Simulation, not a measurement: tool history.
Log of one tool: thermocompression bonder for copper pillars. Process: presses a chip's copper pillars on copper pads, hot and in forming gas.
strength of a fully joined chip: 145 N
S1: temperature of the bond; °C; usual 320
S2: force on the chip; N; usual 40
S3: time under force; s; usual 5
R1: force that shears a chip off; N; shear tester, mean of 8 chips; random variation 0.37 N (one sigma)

run	hour	S1	S2	S3	R1
1	0	320	40	5	61.4
2	31.8	320	41	5	62.6
3	68.8	320	40	6	65.3
4	87.4	320	40	6	65.4
5	104.3	320	40	6	65.2
6	129.4	320	40	6	64.5
7	165.1	320	40	6	64.5
8	183.7	291	40	5	47.7
9	216.8	320	40	5	60.3
10	251.1	336	40	5	67.8
11	281.1	336	40	12	89.8
12	302.9	320	33	5	52.6
13	329.4	320	33	5	51.9
14	351.5	320	40	5	59.6
# hour 361.6: forming gas filter changed
15	376.6	320	40	5	63.6
16	414.8	320	40	5	62.9
17	442.6	320	40	5	63.5
18	465.3	320	40	5	63.3
19	503.9	320	40	5	63.3
20	540.7	320	40	5	62.7
21	569.5	302	58	10	87.1
22	610	324	40	10	81.5
23	637.9	324	40	10	81
24	670.5	332	40	3	55.9
25	696.9	320	28	3	38.7
26	732.1	320	28	3	38.2
27	750.5	333	59	5	84.4
28	773.1	312	59	6	79.4
29	803.1	328	41	6	70.7
# hour 840: forming gas filter changed
30	844.1	348	30	5	65.2
31	870.6	320	41	5	66.2
32	894.1	320	41	5	65.4
33	924.6	320	41	5	65.6
34	950	320	60	5	83.2
35	988.7	310	55	5	73
36	1028.7	327	41	15	96
37	1050	327	41	15	96.1
38	1075.6	327	41	15	95.4
39	1106.5	327	41	15	95

Measured less the same run without the tool's hidden state. The same run-to-run variation is in both; the gauge's scatter may not be:
The hidden state here: true temperature of the bond over the reading, C; force that reaches the chip, % of what is set; oxide that the forming gas leaves, % of the face; drift of the gauge itself on shear_n, %.
run	R1
1	+2.3
2	+2.1
3	+2
4	+1.9
5	+1.8
6	+1.7
7	+1.4
8	+1.6
9	+1.2
10	+0.7
11	-0.2
12	+0.8
13	+0.7
14	+0.5
15	+4.2
16	+3.9
17	+3.8
18	+3.7
19	+3.5
20	+3.3
21	+3.5
22	+3
23	+2.8
24	+2.4
25	+2
26	+1.8
27	+1.4
28	+1.9
29	+1.7
30	+5.2
31	+5.5
32	+5.4
33	+5.2
34	+5.4
35	+5.3
36	+4.5
37	+4.4
38	+4
39	+3.6
